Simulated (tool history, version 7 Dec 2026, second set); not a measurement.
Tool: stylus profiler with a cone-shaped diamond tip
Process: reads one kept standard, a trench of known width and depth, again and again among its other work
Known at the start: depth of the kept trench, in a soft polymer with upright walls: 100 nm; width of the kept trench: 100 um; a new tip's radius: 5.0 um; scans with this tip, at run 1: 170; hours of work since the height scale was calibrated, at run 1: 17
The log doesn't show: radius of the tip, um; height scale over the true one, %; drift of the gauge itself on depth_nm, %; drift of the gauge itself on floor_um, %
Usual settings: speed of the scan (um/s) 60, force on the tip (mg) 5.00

run,hour,speed of the scan (um/s),force on the tip (mg),scans with this tip,hours of work since the height scale was calibrated,depth of the trench (nm),width of the trench's floor (nm)
1,0.0,60,5.00,170,17,101.94,97730
2,10.1,60,5.00,218,22,101.85,97760
3,29.1,60,5.00,311,32,101.94,97770
4,42.6,60,5.00,376,38,101.84,97740
5,61.5,60,5.00,468,48,102.05,97770
6,79.1,60,5.00,553,56,101.87,97750
7,94.1,60,8.48,626,64,102.72,97790
8,105.3,60,1.84,681,69,100.96,97590
9,122.7,78,5.00,765,78,101.74,97640
10,146.8,78,5.00,882,90,101.86,97590
11,166.7,49,5.00,978,100,101.99,97780
12,183.5,60,5.00,1060,108,101.91,97690
13,194.1,60,5.00,1111,113,101.71,97730
14,208.5,60,5.00,1181,120,101.73,97740
15,225.8,187,2.29,1265,129,101.25,96850
16,237.7,44,2.18,1323,135,100.93,97650
17,257.0,60,2.87,1416,144,101.29,97580
18,272.7,60,2.65,1493,152,101.01,97530
19,283.8,60,2.65,1546,157,101.14,97590
20,307.5,28,8.46,1662,169,102.67,97870
21,323.8,28,8.46,1741,177,102.63,97780
22,345.0,15,5.00,1844,188,101.69,97870
23,365.3,178,5.00,1942,198,101.68,97230
24,388.9,153,3.93,2057,209,101.41,97270
25,404.2,66,5.89,2131,217,101.88,97660

3 ways to go on from here, each from the tool as it stands after run 25. What would each give?
A,420.0,196,7.02,2208,225,?,?
B,420.0,96,4.26,2208,225,?,?
C,420.0,59,3.58,2208,225,?,?

run,depth of the trench (nm),width of the trench's floor (nm)
A,102.34,97240
B,101.45,97460
C,101.59,97620
Without the tool's hidden state the same runs would have given:
run,depth of the trench (nm),width of the trench's floor (nm)
A,102.48,97350
B,101.59,97570
C,101.73,97730
